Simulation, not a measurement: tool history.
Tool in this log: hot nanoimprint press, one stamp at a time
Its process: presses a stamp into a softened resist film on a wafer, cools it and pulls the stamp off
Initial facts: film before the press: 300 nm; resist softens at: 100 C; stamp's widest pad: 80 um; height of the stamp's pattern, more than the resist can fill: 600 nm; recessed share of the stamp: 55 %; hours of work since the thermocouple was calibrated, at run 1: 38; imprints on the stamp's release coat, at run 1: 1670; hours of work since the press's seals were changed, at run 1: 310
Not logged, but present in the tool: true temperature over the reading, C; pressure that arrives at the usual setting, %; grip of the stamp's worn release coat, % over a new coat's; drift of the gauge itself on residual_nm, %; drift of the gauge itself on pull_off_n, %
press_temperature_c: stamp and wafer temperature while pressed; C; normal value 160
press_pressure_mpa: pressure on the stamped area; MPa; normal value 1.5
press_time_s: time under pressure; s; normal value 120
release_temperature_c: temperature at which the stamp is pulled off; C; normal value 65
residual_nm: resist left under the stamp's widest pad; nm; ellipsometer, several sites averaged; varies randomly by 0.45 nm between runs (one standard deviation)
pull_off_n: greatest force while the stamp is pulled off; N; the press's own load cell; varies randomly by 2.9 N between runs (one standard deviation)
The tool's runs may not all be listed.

run	hour	press_temperature_c	press_pressure_mpa	press_time_s	release_temperature_c	hours of work since the thermocouple was calibrated	imprints on the stamp's release coat	hours of work since the press's seals were changed	residual_nm	pull_off_n
1	0	160	1.5	120	65	38	1670	310	164.1	209
2	31.7	160	1.5	120	65	62	1764	334	164.1	210
3	66.6	160	1.5	120	65	88	1867	360	163.8	217
4	98.3	160	1.5	120	65	111	1960	383	162.8	216
# hour 119.6: stamp cleaned and given a new release coat
5	137.2	160	1.5	120	65	136	52	408	162.5	138
6	154.5	160	1.5	120	65	148	103	421	162.2	139
7	172.9	160	1.5	120	62	162	157	434	162.2	148
8	197.9	160	1.5	144	62	181	231	453	151.6	152
9	228	160	1.5	144	62	203	320	475	151.2	154
10	257	153	1.5	120	65	224	405	497	215.4	148
11	290.1	153	1.5	120	65	249	503	521	216	153
12	319.1	153	1.5	120	65	270	588	543	215.9	154
# hour 355.5: plate thermocouple calibrated
13	356.4	153	1.5	120	66	1	689	568	210.5	156
14	377.3	163	1.5	120	65	16	751	583	134.4	163
# hour 412.1: press's hydraulic seals changed and the load cell set to zero
15	421.9	163	1.5	120	65	43	859	7	130.4	163
16	449.4	163	1.5	120	65	64	940	28	129.8	164
17	470.9	163	1.5	111	52	80	1003	44	134	223
18	501.2	160	1.22	203	70	102	1093	66	134.9	156
19	519.4	160	1.07	203	57	116	1146	80	142.6	208
# hour 539.7: plate thermocouple calibrated, once more
20	541.1	160	1.07	203	57	1	1202	93	156.4	206
21	570	160	1.07	203	57	22	1287	115	155.7	214
22	606.5	160	1.5	120	59	50	1395	142	164.5	211

Predict the results of run 23:
23	635.5	155	1.5	120	53	71	1480	163	?	?

{"run 23": {"residual_nm": 203.6, "pull_off_n": 256}}
With no hidden state in the tool, this same run would have given residual_nm 203.4 nm, pull_off_n 176 N.
